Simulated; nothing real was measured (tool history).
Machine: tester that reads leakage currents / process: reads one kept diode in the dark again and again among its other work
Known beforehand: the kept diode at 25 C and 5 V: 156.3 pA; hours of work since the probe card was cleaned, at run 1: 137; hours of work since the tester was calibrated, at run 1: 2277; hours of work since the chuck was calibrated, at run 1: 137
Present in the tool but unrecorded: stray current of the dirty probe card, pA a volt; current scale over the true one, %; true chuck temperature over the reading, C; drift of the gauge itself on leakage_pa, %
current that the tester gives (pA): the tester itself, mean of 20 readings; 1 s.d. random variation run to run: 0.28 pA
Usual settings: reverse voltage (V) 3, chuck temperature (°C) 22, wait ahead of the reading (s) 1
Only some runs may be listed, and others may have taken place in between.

run    hour  reverse voltage (V)  chuck temperature (°C)  wait ahead of the reading (s)  hours of work since the probe card was cleaned  hours of work since the tester was calibrated  hours of work since the chuck was calibrated  current that the tester gives (pA)
  1       0                    3                      22                              1                                             137                                           2277                                           137                               92.42
  2   180.3                    3                      22                              1                                             219                                           2360                                           219                               92.05
  3   373.8                    3                      22                              1                                             308                                           2448                                           308                               91.94
  4   512.7                    3                      22                           1.49                                             372                                           2512                                           372                               91.75
  5   737.3                    3                      22                              1                                             474                                           2615                                           474                                91.7
  6   975.9                    3                      22                              1                                             584                                           2724                                           584                               91.97
  7  1106.7                    3                      28                              1                                             644                                           2784                                           644                              146.27
  8  1220.4                    3                      26                              1                                             696                                           2836                                           696                               125.2
  9  1370.1                    3                      26                              1                                             764                                           2904                                           764                               124.8
 10  1539.7                    3                      26                              1                                             842                                           2982                                           842                              125.66
 11  1744.5                    3                      22                              1                                             936                                           3076                                           936                               91.73
 12  1880.4                    3                      22                           2.51                                             998                                           3138                                           998                               91.43
 13  1993.7                    3                      22                           2.51                                            1050                                           3190                                          1050                               91.79
       2028  -- probe card cleaned and baked
     2079.3  -- chuck's temperature calibrated
 14  2230.9                    3                      22                           2.51                                              92                                           3296                                            69                               91.64
 15  2389.7                    3                      22                           2.51                                             165                                           3369                                           142                               91.89
 16  2511.2                    3                      22                              1                                             220                                           3425                                           198                               92.29
 17  2623.6                    3                      22                              1                                             272                                           3476                                           249                               91.41
     2798.3  -- tester calibrated
 18  2830.7                    3                      22                              1                                             366                                             15                                           343                                92.4
 19  2971.1                    3                      22                              1                                             430                                             79                                           407                                91.9
 20  3187.1                  2.7                      52                              1                                             529                                            178                                           506                              752.57
 21  3310.5                  2.7                      52                              1                                             585                                            235                                           563                               747.1
 22  3478.5                 1.65                      23                           3.85                                             662                                            311                                           640                               70.02
 23    3703                 2.77                      25                           3.85                                             765                                            414                                           743                              110.53
 24  3907.9                 2.77                      25                           3.85                                             859                                            508                                           836                              110.92
 25  4012.4                 3.19                      22                           0.44                                             907                                            556                                           884                               95.86
 26  4116.3                 3.19                      22                           0.44                                             954                                            603                                           932                               95.37
 27  4330.2                 3.19                      22                           0.44                                            1052                                            701                                          1030                               95.25
     4357.1  -- probe card cleaned and baked
     4449.8  -- chuck's temperature calibrated
 28  4449.8                 2.52                      51                           0.58                                              42                                            754                                             0                              675.61
 29    4629                 1.68                      58                           3.83                                             124                                            836                                            82                              834.14
 30  4826.6                 1.68                      58                           3.83                                             214                                            926                                           173                              833.44
 31  5027.4                 1.68                      37                           3.83                                             306                                           1018                                           264                              202.39
 32  5281.8                 1.68                      37                           3.83                                             422                                           1135                                           381                              202.34
 33  5469.1                  7.2                      39                           2.01                                             508                                           1221                                           467                              547.53
 34  5698.2                 2.76                      33                           0.44                                             613                                           1325                                           572                              202.35
 35  5870.7                 2.76                      33                           0.81                                             692                                           1404                                           651                              202.17
 36  5989.4                 2.76                      33                           0.81                                             746                                           1459                                           705                               202.1
 37  6235.3                 2.76                      33                           0.81                                             859                                           1571                                           818                              201.94
 38  6436.4                 2.76                      33                           0.81                                             951                                           1663                                           910                              202.79

How the hidden state differs across the entries between the runs, from the last listed run before each to the first after it:
In the gap between runs 13 and 14: probe card cleaned and baked (hour 2028); chuck's temperature calibrated (hour 2079.3)
  stray current of the dirty probe card, pA a volt: 0.083 -> 0.025; true chuck temperature over the reading, C: -0.04 -> 0
  difference, measured minus the result without the unlogged condition, current that the tester gives (pA): -0.06 -> +0.07
In the gap between runs 17 and 18: tester calibrated (hour 2798.3)
  stray current of the dirty probe card, pA a volt: 0.036 -> 0.041; current scale over the true one, %: 0.05 -> 0; true chuck temperature over the reading, C: 0 -> -0.01
  difference, measured minus the result without the unlogged condition, current that the tester gives (pA): +0.06 -> +0
In the gap between runs 27 and 28: probe card cleaned and baked (hour 4357.1); chuck's temperature calibrated (hour 4449.8)
  stray current of the dirty probe card, pA a volt: 0.078 -> 0.022; true chuck temperature over the reading, C: -0.03 -> 0
  difference, measured minus the result without the unlogged condition, current that the tester gives (pA): -0.05 -> -0.09
